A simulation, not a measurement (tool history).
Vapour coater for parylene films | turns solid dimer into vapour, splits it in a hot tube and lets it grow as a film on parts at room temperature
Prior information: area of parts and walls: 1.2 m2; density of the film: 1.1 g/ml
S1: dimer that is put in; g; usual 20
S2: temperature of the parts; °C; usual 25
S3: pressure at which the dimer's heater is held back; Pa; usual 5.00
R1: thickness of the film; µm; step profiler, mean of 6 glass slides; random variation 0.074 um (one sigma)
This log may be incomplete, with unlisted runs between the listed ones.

run,hour,S1,S2,S3,R1
1,0.0,20,25,5.00,11.15
2,31.3,20,25,5.00,11.13
3,46.3,20,25,5.00,11.25
4,59.5,20,25,5.00,11.29
5,78.1,10,25,5.00,5.62
6,109.0,30,25,5.00,16.62
7,123.5,30,25,5.00,16.86
8,136.5,30,25,5.00,17.03
9,164.0,20,25,5.00,11.12
10,185.0,20,25,5.00,11.23
11,197.7,14,25,5.00,7.88
12,217.9,14,25,5.00,7.92
13,238.1,14,25,5.00,7.85
14,257.9,14,30,5.00,6.63
15,277.5,14,37,5.00,5.22
16,306.6,14,37,5.00,5.20
17,328.8,14,37,5.00,5.21
18,358.1,14,37,5.00,5.23
19,374.8,20,25,5.00,11.18
20,390.2,20,24,5.00,11.59
21,421.0,14,19,5.00,9.59
22,439.6,20,22,6.73,11.78
23,460.2,20,22,6.73,11.59
# hour 475.9: trap's valve overhauled
24,490.7,20,22,6.73,11.64
25,503.6,20,22,6.73,11.72
26,529.3,16,25,5.00,9.01
27,560.2,15,19,2.12,10.96
28,574.7,23,18,3.95,17.03
29,601.5,12,18,8.26,7.74
30,630.5,10,19,3.59,7.36
31,658.3,22,25,3.76,13.08

Run 32, settings as shown, results not yet in. Your forecast:
32,686.4,17,34,6.73,?

R1: 6.54 µm
With the hidden condition absent and the run-to-run variation left alone, this run would have shown R1 6.53 µm.
